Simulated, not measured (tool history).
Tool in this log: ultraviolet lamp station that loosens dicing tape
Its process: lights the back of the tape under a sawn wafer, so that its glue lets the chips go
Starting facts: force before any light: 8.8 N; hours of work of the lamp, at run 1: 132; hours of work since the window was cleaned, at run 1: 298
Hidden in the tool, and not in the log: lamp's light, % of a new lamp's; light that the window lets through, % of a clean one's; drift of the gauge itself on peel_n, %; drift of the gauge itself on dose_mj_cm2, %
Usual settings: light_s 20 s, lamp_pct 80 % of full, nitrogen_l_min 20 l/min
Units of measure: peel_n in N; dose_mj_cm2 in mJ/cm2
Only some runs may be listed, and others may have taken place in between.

run	hour	light_s	lamp_pct	nitrogen_l_min	hours of work of the lamp	hours of work since the window was cleaned	peel_n	dose_mj_cm2
1	0.0	20	80	20	132	298	0.720	294
2	8.3	20	60	20	137	303	1.313	222
3	15.5	15	80	20	141	308	1.331	217
4	32.6	15	80	20	151	318	1.297	220
5	41.2	15	80	20	157	323	1.336	212
6	50.5	15	80	20	162	329	1.352	221
7	59.9	20	64	20	168	334	1.197	235
8	70.8	17	64	20	174	341	1.578	196
9	78.5	17	64	20	179	345	1.613	194
10	86.8	17	64	20	184	350	1.637	194
11	97.5	17	64	22	190	357	1.570	196
12	106.3	17	64	22	195	362	1.508	195
13	122.4	17	80	20	205	371	1.091	242
14	139.3	20	80	18	215	382	0.863	283
15	153.1	20	80	18	223	390	0.857	279
16	170.3	20	80	20	234	400	0.774	277
17	179.8	20	80	20	239	406	0.807	279
18	196.4	20	80	25	249	416	0.704	275
19	205.8	20	80	24	255	421	0.702	276
20	213.8	20	80	24	260	426	0.723	273
21	224.3	20	80	24	266	432	0.731	273
22	232.9	20	80	24	271	437	0.748	275
23	246.5	20	80	24	279	446	0.714	274
24	257.6	20	87	13	286	452	0.958	301
25	271.8	20	87	13	294	461	0.984	295
26	287.3	20	80	13	304	470	1.190	269
27	296.7	20	77	8	309	476	1.740	259
28	311.3	32	96	11	318	484	0.294	519
29	323.0	20	87	11	325	491	1.162	288
30	334.8	20	84	11	332	498	1.234	276
31	348.5	20	80	37	340	507	0.556	264
32	355.9	20	80	37	345	511	0.603	266
33	369.0	20	80	37	352	519	0.610	265
34	376.1	24	80	29	357	523	0.438	313
35	389.9	32	80	27	365	531	0.220	422
36	407.0	32	80	27	375	541	0.219	421
37	420.1	17	64	14	383	549	2.267	179
# hour 430.6: window cleaned of glue's vapour
38	434.1	14	80	9	391	2	2.446	192
39	448.9	14	80	9	400	11	2.552	191
40	460.8	13	82	11	407	18	2.346	185
41	476.0	26	69	11	416	27	1.052	305
42	492.4	27	63	20	426	37	0.740	285
43	505.7	15	81	7	434	45	2.591	206

Each row is a separate what-if for the run after 43, all from the same tool condition, not one after another. Results?
A	518.9	20	77	20	442	53	?	?
B	518.9	18	76	10	442	53	?	?
C	518.9	35	97	20	442	53	?	?

run	peel_n	dose_mj_cm2
A	0.960	261
B	1.899	226
C	0.127	567
Take away the tool's hidden state, keep each run's random variation, and the runs would have read:
run	peel_n	dose_mj_cm2
A	0.644	312
B	1.417	270
C	0.094	678
